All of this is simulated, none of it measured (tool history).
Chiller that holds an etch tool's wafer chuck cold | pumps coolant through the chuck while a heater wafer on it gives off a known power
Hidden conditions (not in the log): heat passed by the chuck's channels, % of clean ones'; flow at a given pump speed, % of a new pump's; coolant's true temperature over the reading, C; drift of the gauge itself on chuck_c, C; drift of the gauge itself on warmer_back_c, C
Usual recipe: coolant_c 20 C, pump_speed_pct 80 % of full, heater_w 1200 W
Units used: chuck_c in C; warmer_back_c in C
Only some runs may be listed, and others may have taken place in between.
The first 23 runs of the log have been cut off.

| run | hour | coolant_c | pump_speed_pct | heater_w | hours since the coolant was changed and the channels were flushed | hours since the pump was overhauled | hours since the chiller's thermometer was calibrated | chuck_c | warmer_back_c |
|---|---|---|---|---|---|---|---|---|---|
| 24 | 3691.7 | 13 | 76 | 664 | 98 | 2024 | 248 | 18.6 | 2.13 |
| 25 | 3892.6 | 19 | 65 | 664 | 299 | 2225 | 449 | 25.4 | 2.6 |
| 26 | 4022.8 | 25 | 88 | 664 | 429 | 2355 | 579 | 29.9 | 1.81 |
| 27 | 4174.4 | 25 | 67 | 664 | 581 | 2507 | 731 | 31.4 | 2.45 |
| 28 | 4291 | 18 | 86 | 664 | 697 | 2624 | 847 | 23.2 | 1.87 |
| 29 | 4478 | 18 | 88 | 664 | 884 | 2811 | 1034 | 23.1 | 1.88 |
| 30 | 4575.5 | 14 | 62 | 1593 | 982 | 2908 | 1132 | 30 | 6.43 |
| 31 | 4693.7 | 13 | 72 | 623 | 1100 | 3026 | 1250 | 18.5 | 2.16 |

Alternative continuations, all from the tool just after run 31; predict every row:
| A | 4835 | 15 | 80 | 1200 | 1241 | 3167 | 1391 | ? | ? |
| B | 4835 | 19 | 92 | 1200 | 1241 | 3167 | 1391 | ? | ? |
| C | 4835 | 22 | 72 | 623 | 1241 | 3167 | 1391 | ? | ? |

| run | chuck_c | warmer_back_c |
|---|---|---|
| A | 24.8 | 3.75 |
| B | 27.7 | 3.21 |
| C | 27.5 | 2.16 |
With no hidden state in the tool, these same runs would have given:
| run | chuck_c | warmer_back_c |
|---|---|---|
| A | 24.8 | 3.75 |
| B | 27.7 | 3.21 |
| C | 27.5 | 2.16 |
